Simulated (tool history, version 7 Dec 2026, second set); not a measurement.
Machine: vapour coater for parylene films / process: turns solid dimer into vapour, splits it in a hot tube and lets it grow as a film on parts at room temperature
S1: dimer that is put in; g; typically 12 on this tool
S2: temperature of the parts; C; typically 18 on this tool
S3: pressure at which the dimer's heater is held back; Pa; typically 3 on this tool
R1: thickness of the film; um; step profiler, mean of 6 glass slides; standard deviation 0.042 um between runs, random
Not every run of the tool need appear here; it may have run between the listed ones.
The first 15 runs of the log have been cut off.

{"run": 16, "hour": 236.4, "S1": 12, "S2": 18, "S3": 2.09, "R1": 4.86}
{"run": 17, "hour": 247.7, "S1": 12, "S2": 17, "S3": 2.09, "R1": 5.07}
{"run": 18, "hour": 259.6, "S1": 12, "S2": 17, "S3": 2.09, "R1": 5.08}
{"run": 19, "hour": 269.1, "S1": 12, "S2": 17, "S3": 2.09, "R1": 5.07}
{"run": 20, "hour": 291.5, "S1": 12, "S2": 17, "S3": 2.42, "R1": 4.89}
{"run": 21, "hour": 306.2, "S1": 12, "S2": 17, "S3": 2.42, "R1": 4.88}
{"run": 22, "hour": 318.8, "S1": 15, "S2": 22, "S3": 3, "R1": 5.06}
{"run": 23, "hour": 330.7, "S1": 12, "S2": 10, "S3": 2.99, "R1": 5.35}
{"run": 24, "hour": 341.8, "S1": 12, "S2": 10, "S3": 2.99, "R1": 5.39}
{"run": 25, "hour": 352.9, "S1": 8, "S2": 13, "S3": 4.89, "R1": 3.18}
{"run": 26, "hour": 367.4, "S1": 11, "S2": 18, "S3": 2.4, "R1": 4.32}
{"run": 27, "hour": 379.9, "S1": 18, "S2": 18, "S3": 3, "R1": 6.88}
{"run": 28, "hour": 394.6, "S1": 8, "S2": 13, "S3": 3, "R1": 3.49}
{"hour": 403.6, "done": "trap's valve overhauled"}
{"run": 29, "hour": 409.3, "S1": 8, "S2": 13, "S3": 3, "R1": 3.5}
{"run": 30, "hour": 431.1, "S1": 19, "S2": 14, "S3": 3.34, "R1": 8.06}
{"run": 31, "hour": 446.0, "S1": 18, "S2": 18, "S3": 8.74, "R1": 5.61}
{"run": 32, "hour": 455.6, "S1": 18, "S2": 18, "S3": 8.74, "R1": 5.57}
{"run": 33, "hour": 471.4, "S1": 13, "S2": 13, "S3": 3, "R1": 5.8}
{"run": 34, "hour": 490.2, "S1": 13, "S2": 13, "S3": 3, "R1": 5.69}
{"run": 35, "hour": 503.6, "S1": 7, "S2": 20, "S3": 7.62, "R1": 2.14}
{"run": 36, "hour": 521.5, "S1": 6, "S2": 21, "S3": 3.9, "R1": 2.01}

Predict the results of run 37:
{"run": 37, "hour": 532.0, "S1": 6, "S2": 21, "S3": 3.9, "R1": "?"}

Run 37 gave R1 1.97 um.
Minus the tool's unlogged condition, the same run would have read R1 1.97 um.
